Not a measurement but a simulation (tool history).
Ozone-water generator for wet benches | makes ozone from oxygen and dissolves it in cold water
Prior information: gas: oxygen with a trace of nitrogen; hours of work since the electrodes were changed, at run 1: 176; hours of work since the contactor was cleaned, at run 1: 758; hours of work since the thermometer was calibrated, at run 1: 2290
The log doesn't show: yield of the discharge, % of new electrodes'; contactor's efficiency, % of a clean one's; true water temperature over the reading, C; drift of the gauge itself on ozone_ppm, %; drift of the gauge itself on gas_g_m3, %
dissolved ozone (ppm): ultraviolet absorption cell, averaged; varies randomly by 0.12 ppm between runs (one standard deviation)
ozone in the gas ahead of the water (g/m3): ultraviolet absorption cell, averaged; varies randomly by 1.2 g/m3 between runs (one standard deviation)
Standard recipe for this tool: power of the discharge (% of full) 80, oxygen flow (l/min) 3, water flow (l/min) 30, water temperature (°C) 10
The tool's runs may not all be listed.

run,hour,power of the discharge (% of full),oxygen flow (l/min),water flow (l/min),water temperature (°C),hours of work since the electrodes were changed,hours of work since the contactor was cleaned,hours of work since the thermometer was calibrated,dissolved ozone (ppm),ozone in the gas ahead of the water (g/m3)
1,0,80,3,30,10,176,758,2290,10.6,213.8
2,118,80,3,30,10,271,853,2385,10.2,211.5
3,250,80,3,30,10,378,959,2491,10.5,212.4
4,368.5,80,3,25,10,473,1055,2587,12.4,211.4
5,432.7,80,2.73,30,10,525,1107,2639,10.1,224.7
6,534,80,3,30,10,607,1188,2720,10.6,210.9
# hour 602.6: water thermometer calibrated
7,641.8,80,3,30,10,693,1275,32,10.2,210.7
8,731,80,3,30,6,765,1347,104,10.6,211.1
9,799.6,80,3,30,6,820,1402,159,10.6,211.7
10,900,80,3,30,10,901,1483,240,10.4,210.7
11,986.9,80,1.7,30,10,971,1553,310,9.2,300.7
12,1065.6,80,4.87,30,10,1035,1616,373,11.2,156
13,1179.8,80,3.34,26,10,1127,1708,465,12.3,197.3
14,1281.2,80,3.34,22,5,1208,1790,547,15,199.3
15,1341.9,80,2,30,15,1257,1839,596,9.3,267.1
16,1435.4,80,2,41,15,1333,1914,671,6.5,271.3
17,1555.8,53,1.64,30,10,1430,2011,768,6.9,230.1

Run 18, settings as shown, results not yet in. Your forecast:
18,1655.4,71,2.77,30,10,1510,2092,849,?,?

dissolved ozone (ppm): 9.2
ozone in the gas ahead of the water (g/m3): 203.9
Take away the tool's hidden state, keep the run-to-run variation as it was, and the same run would have given dissolved ozone (ppm) 9.2, ozone in the gas ahead of the water (g/m3) 204.1.
